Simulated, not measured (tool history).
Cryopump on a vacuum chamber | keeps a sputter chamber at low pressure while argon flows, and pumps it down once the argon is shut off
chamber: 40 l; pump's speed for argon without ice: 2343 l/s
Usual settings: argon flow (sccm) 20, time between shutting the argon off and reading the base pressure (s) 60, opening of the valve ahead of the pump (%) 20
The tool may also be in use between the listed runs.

| run | hour | argon flow (sccm) | time between shutting the argon off and reading the base pressure (s) | opening of the valve ahead of the pump (%) | pressure while argon flows (Pa) | pressure after the wait (uPa) |
|---|---|---|---|---|---|---|
| 1 | 0.0 | 20 | 60 | 20 | 0.0749 | 0.59 |
| 2 | 22.7 | 20 | 60 | 20 | 0.0766 | 0.53 |
| 3 | 37.4 | 20 | 60 | 20 | 0.0755 | 0.59 |
| 4 | 53.3 | 20 | 60 | 18 | 0.0835 | 0.57 |
| 5 | 80.5 | 20 | 60 | 21 | 0.0720 | 0.55 |
| 6 | 102.5 | 20 | 60 | 28 | 0.0549 | 0.53 |
| 7 | 115.9 | 20 | 60 | 28 | 0.0541 | 0.58 |
| 8 | 128.9 | 20 | 60 | 20 | 0.0753 | 0.59 |
| 9 | 150.1 | 20 | 60 | 46 | 0.0340 | 0.57 |
| 10 | 171.6 | 20 | 60 | 20 | 0.0760 | 0.56 |
| 11 | 197.9 | 20 | 60 | 20 | 0.0752 | 0.58 |
| 12 | 218.7 | 20 | 37 | 20 | 0.0761 | 0.77 |
| 13 | 233.9 | 12 | 128 | 27 | 0.0329 | 0.40 |
| 14 | 262.9 | 12 | 162 | 20 | 0.0464 | 0.38 |
| 15 | 285.3 | 8 | 70 | 20 | 0.0309 | 0.57 |
| 16 | 306.7 | 8 | 70 | 20 | 0.0305 | 0.53 |
| 17 | 331.5 | 8 | 70 | 20 | 0.0305 | 0.57 |
| 18 | 352.5 | 20 | 86 | 20 | 0.0767 | 0.48 |
| 19 | 373.8 | 15 | 25 | 58 | 0.0211 | 1.06 |
| 20 | 391.0 | 9 | 151 | 32 | 0.0233 | 0.42 |
| 21 | 406.6 | 15 | 60 | 33 | 0.0369 | 0.63 |
| 22 | 426.8 | 38 | 183 | 20 | 0.1457 | 0.38 |

Run 23 comes next. What will it give?
| 23 | 456.7 | 26 | 57 | 19 | ? | ? |

{"run 23": {"pressure while argon flows (Pa)": 0.1058, "pressure after the wait (uPa)": 0.59}}
Without the tool's hidden state the same run would have given pressure while argon flows (Pa) 0.0997, pressure after the wait (uPa) 0.43.
